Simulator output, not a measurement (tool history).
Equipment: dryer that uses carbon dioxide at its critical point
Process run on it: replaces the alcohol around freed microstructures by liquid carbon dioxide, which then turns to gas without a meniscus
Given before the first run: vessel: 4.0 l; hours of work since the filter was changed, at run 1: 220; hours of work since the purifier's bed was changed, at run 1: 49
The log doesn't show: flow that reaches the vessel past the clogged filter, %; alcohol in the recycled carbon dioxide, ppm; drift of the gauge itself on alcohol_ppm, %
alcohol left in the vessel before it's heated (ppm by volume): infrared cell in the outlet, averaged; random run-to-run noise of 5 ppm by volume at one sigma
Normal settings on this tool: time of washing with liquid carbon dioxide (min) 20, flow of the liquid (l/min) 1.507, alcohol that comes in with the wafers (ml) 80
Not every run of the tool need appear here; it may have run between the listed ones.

| run | hour | time of washing with liquid carbon dioxide (min) | flow of the liquid (l/min) | alcohol that comes in with the wafers (ml) | hours of work since the filter was changed | hours of work since the purifier's bed was changed | alcohol left in the vessel before it's heated (ppm by volume) |
|---|---|---|---|---|---|---|---|
| 1 | 0.0 | 20 | 1.507 | 80 | 220 | 49 | 59 |
|  | 13.5 | inlet filter changed |
| 2 | 15.6 | 20 | 1.507 | 80 | 1 | 59 | 41 |
| 3 | 26.3 | 20 | 1.270 | 80 | 9 | 66 | 69 |
| 4 | 41.1 | 20 | 1.270 | 80 | 18 | 76 | 73 |
| 5 | 53.5 | 20 | 1.507 | 80 | 27 | 84 | 44 |
| 6 | 67.9 | 20 | 1.507 | 80 | 36 | 94 | 51 |
| 7 | 85.4 | 20 | 1.507 | 80 | 48 | 105 | 48 |
| 8 | 102.8 | 20 | 1.507 | 80 | 60 | 117 | 44 |
| 9 | 118.5 | 20 | 1.507 | 80 | 70 | 128 | 61 |
| 10 | 131.3 | 30 | 1.507 | 80 | 79 | 136 | 34 |
| 11 | 143.1 | 30 | 1.507 | 80 | 87 | 144 | 28 |
| 12 | 156.9 | 16 | 1.507 | 42 | 96 | 153 | 82 |
| 13 | 165.3 | 13 | 1.507 | 40 | 102 | 159 | 156 |
| 14 | 178.6 | 15 | 1.507 | 80 | 111 | 168 | 157 |
| 15 | 188.7 | 21 | 1.650 | 21 | 117 | 175 | 40 |
| 16 | 200.0 | 25 | 1.110 | 80 | 125 | 182 | 91 |
| 17 | 211.9 | 25 | 1.680 | 97 | 133 | 190 | 44 |

Here are 4 independent what-if runs from the current tool condition. What would each one return?
| A | 222.0 | 20 | 0.970 | 38 | 140 | 197 | ? |
| B | 222.0 | 25 | 1.680 | 41 | 140 | 197 | ? |
| C | 222.0 | 12 | 2.320 | 66 | 140 | 197 | ? |
| D | 222.0 | 26 | 1.507 | 33 | 140 | 197 | ? |

| run | alcohol left in the vessel before it's heated (ppm by volume) |
|---|---|
| A | 180 |
| B | 52 |
| C | 84 |
| D | 54 |
Had the tool no hidden state, the same runs would have come out as:
| run | alcohol left in the vessel before it's heated (ppm by volume) |
|---|---|
| A | 93 |
| B | 11 |
| C | 30 |
| D | 13 |
